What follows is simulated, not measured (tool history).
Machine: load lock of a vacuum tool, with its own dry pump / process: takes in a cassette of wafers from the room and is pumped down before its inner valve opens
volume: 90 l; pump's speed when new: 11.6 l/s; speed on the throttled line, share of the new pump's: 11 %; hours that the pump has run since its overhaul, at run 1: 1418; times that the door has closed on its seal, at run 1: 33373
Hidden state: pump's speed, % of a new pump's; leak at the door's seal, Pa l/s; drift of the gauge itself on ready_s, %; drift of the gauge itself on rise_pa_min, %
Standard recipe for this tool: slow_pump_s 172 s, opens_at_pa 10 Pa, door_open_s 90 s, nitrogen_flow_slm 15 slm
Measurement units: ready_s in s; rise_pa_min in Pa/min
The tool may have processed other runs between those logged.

run,day,slow_pump_s,opens_at_pa,door_open_s,nitrogen_flow_slm,hours that the pump has run since its overhaul,times that the door has closed on its seal,"incoming humidity of the room's air, %",ready_s,rise_pa_min
1,0,172,10,90,15,1418,33373,44.9,225.1,0.122
2,8.904,296,10,90,15,1632,33971,43.6,336.6,0.127
3,25.392,172,10,90,15,2027,35078,46.2,227.6,0.134
4,38.242,172,10,90,15,2336,35941,45.1,226.9,0.131
5,55.762,172,10,90,15,2756,37117,45.2,226.6,0.14
6,67.192,172,10,90,15,3031,37884,42.3,225.9,0.14
7,87.604,172,10,90,15,3520,39254,43.3,226.6,0.147
8,103.292,172,10,90,15,3897,40307,49.3,226.4,0.159
9,119.883,172,8,90,15,4295,41421,42.5,228.8,0.156
10,140.712,172,8,90,15,4795,42820,40.4,228.8,0.158
11,151.404,172,8,90,15,5052,43537,46.2,229.4,0.166
12,161.042,172,8,90,15,5283,44184,43.3,227.8,0.167
13,177.692,172,10,90,15,5683,45302,43.9,226.9,0.175
14,197.825,172,10,90,15,6166,46654,42.4,226.4,0.178
15,216.458,172,10,90,15,6613,47905,44.4,228.9,0.188
16,227.083,172,10,90,15,6868,48618,43.9,228.5,0.188
17,243.05,172,12,90,15,7251,49690,41.4,226,0.191
18,256.112,269,8,50,13,7565,50567,45.4,315.8,0.195
19,274.958,172,7,90,6,8017,51832,48.2,231.8,0.217
20,289.471,172,7,90,6,8365,52806,47.4,232,0.229
21,309.108,285,9,90,6,8837,54124,42,329.1,0.226
22,319.046,285,12,90,21,9075,54791,46.1,327.3,0.218
23,336.475,285,12,90,21,9493,55961,42.2,328,0.226
24,350.5,285,12,90,14,9830,56903,46.2,328,0.238
25,371.05,175,10,80,8,10323,58283,43,233,0.247
26,383.667,172,19,190,4,10626,59130,45.4,224.4,0.276
27,395.7,336,11,38,4,10915,59937,46.1,374.5,0.254
28,413.679,212,14,113,13,11346,61144,46.6,263.6,0.266
29,425.388,238,17,90,15,11627,61930,43.9,283.8,0.271
30,439.242,172,10,71,5,11960,62860,42.6,230.3,0.27
31,453.358,172,10,209,15,12299,63808,43.9,232.4,0.292
32,473.042,267,18,90,6,12771,65129,42.4,311.9,0.291
33,492.754,172,10,66,9,13244,66453,43.5,231.8,0.287
34,512.338,172,10,66,9,13714,67767,42.9,232.3,0.295

Branching from run 34: 3 alternative next runs. What would each branch give?
A,531.604,245,12,43,15,14176,69061,46.1,?,?
B,531.604,172,9,66,16,14176,69061,46.3,?,?
C,531.604,172,10,68,15,14176,69061,43.9,?,?

run,ready_s,rise_pa_min
A,294.8,0.29
B,232.7,0.305
C,232.7,0.3
Stripped of hidden state, with their random variation kept, the same runs would have yielded:
run,ready_s,rise_pa_min
A,289.3,0.03
B,225.8,0.039
C,226.1,0.034
